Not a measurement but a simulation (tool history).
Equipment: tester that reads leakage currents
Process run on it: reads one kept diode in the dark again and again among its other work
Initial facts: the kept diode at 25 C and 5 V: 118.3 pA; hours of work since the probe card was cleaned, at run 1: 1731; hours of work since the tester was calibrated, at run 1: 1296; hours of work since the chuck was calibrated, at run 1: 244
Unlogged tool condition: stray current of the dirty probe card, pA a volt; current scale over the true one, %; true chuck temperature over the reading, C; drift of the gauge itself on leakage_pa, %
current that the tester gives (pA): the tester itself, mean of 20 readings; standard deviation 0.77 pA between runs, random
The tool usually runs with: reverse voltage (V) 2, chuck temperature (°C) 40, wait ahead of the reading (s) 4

run,hour,reverse voltage (V),chuck temperature (°C),wait ahead of the reading (s),hours of work since the probe card was cleaned,hours of work since the tester was calibrated,hours of work since the chuck was calibrated,current that the tester gives (pA)
1,0,2,40,4,1731,1296,244,253.47
2,204.7,2.59,40,4,1814,1379,326,288.75
3,387.8,2,40,4,1888,1453,400,248.55
4,572.6,2,40,4,1963,1528,475,248.17
5,687.5,2,40,4,2009,1574,522,245.96
# hour 703.7: probe card cleaned and baked
6,925.1,2,40,0.79,89,1669,616,241.38
7,1118.2,2,40,0.79,168,1747,695,239.78
8,1228.5,2,40,4,212,1792,739,237.93
9,1460.4,2,40,4,306,1885,833,233.91
10,1641.7,2,40,4,379,1959,906,232.14
11,1867.2,2,40,4,470,2050,997,232.08
12,1986,1.02,40,8.26,518,2098,1045,158.29
13,2209.5,16.11,43,7.46,609,2188,1136,913.36
14,2385,15.73,21,7.46,680,2259,1207,147.44
15,2490.4,1,30,1.85,722,2302,1249,67.1
16,2634.3,4.3,26,5.11,780,2360,1307,106.93

Run 17, settings as shown, results not yet in. Your forecast:
17,2756.2,2,40,2.33,830,2409,1357,?

current that the tester gives (pA): 223.13
With the hidden condition absent and the run-to-run variation left alone, this run would have shown current that the tester gives (pA) 254.5.

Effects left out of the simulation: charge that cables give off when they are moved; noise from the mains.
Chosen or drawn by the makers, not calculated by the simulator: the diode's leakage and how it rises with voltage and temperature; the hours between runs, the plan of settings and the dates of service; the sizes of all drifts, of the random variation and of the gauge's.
